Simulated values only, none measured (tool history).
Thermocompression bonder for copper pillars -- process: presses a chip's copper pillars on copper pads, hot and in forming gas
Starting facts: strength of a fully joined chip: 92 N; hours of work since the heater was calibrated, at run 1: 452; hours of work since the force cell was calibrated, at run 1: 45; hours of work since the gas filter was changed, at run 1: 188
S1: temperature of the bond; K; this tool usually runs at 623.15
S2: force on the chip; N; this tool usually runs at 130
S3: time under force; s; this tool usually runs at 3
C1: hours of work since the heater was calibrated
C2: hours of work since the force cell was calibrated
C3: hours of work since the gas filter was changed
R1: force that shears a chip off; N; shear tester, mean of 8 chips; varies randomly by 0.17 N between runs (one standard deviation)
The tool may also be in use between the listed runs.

run,hour,S1,S2,S3,C1,C2,C3,R1
1,0.0,623.15,130,3,452,45,188,50.4
# hour 12.2: forming gas filter changed
2,36.7,623.15,130,3,470,63,12,55.4
3,74.0,623.15,130,3,488,81,30,54.8
4,114.1,623.15,130,3,507,100,49,54.7
5,171.6,623.15,130,5,535,128,77,62.3
6,208.5,623.15,130,5,553,145,95,62.0
# hour 247.1: heater calibrated with a thermocouple chip
7,264.6,623.15,130,5,8,171,121,58.8
8,315.8,623.15,130,5,33,196,145,58.5
9,340.9,605.15,130,5,45,208,157,51.8
10,384.4,623.15,130,5,66,229,178,57.0
11,411.2,628.15,130,3,79,242,191,50.4
# hour 415.0: forming gas filter changed
12,452.6,628.15,130,3,99,262,18,55.6
13,491.6,628.15,130,3,118,281,37,54.9
14,552.7,623.15,126,3,147,310,66,52.1
15,601.7,623.15,130,3,171,334,90,52.3
16,651.9,623.15,105,3,195,358,114,46.9
17,692.7,623.15,130,3,214,377,134,51.3
# hour 699.1: force cell calibrated
18,722.9,623.15,130,3,228,11,148,51.7
19,784.3,623.15,130,3,258,41,177,50.8
# hour 817.0: forming gas filter changed
20,842.6,629.15,115,2,286,69,12,47.8
21,878.4,629.15,165,2,303,86,30,55.8
# hour 914.4: force cell calibrated, once more
22,914.4,629.15,165,2,320,0,46,54.2
23,961.2,644.15,95,6,342,23,69,63.6
24,1011.4,599.15,111,6,366,47,93,52.2
25,1044.9,594.15,104,2,382,63,109,32.6
26,1087.4,612.15,104,2,403,83,130,37.7
27,1117.4,633.15,130,3,417,98,144,54.4
28,1173.4,623.15,106,2,444,125,171,40.6
# hour 1219.9: forming gas filter changed
29,1223.9,623.15,106,2,468,149,2,44.2
30,1268.7,623.15,86,4,490,170,24,50.3
31,1319.4,623.15,86,4,514,195,48,50.0
32,1363.9,615.15,130,6,536,216,69,62.6
33,1395.6,615.15,130,6,551,232,85,62.2
# hour 1437.2: heater calibrated with a thermocouple chip
34,1452.2,615.15,105,6,7,258,111,54.2
35,1485.9,615.15,105,6,23,274,127,53.9
36,1527.0,615.15,105,6,43,294,147,53.5
37,1557.1,615.15,120,6,58,308,161,56.3
38,1595.1,636.15,130,2,76,327,180,47.4

Branching from run 38: 4 alternative next runs. What would each branch give?
# hour 1622.9: forming gas filter changed
A,1629.8,645.15,130,2,93,343,3,?
# hour 1622.9: forming gas filter changed
B,1629.8,629.15,83,3,93,343,3,?
# hour 1622.9: forming gas filter changed
C,1629.8,645.15,130,3,93,343,3,?
# hour 1622.9: forming gas filter changed
D,1629.8,623.15,87,6,93,343,3,?

run,R1
A,54.4
B,45.7
C,61.2
D,56.2
The same runs, with their run-to-run variation unchanged, on a tool lacking any hidden condition would have given:
run,R1
A,53.8
B,45.1
C,60.6
D,55.5
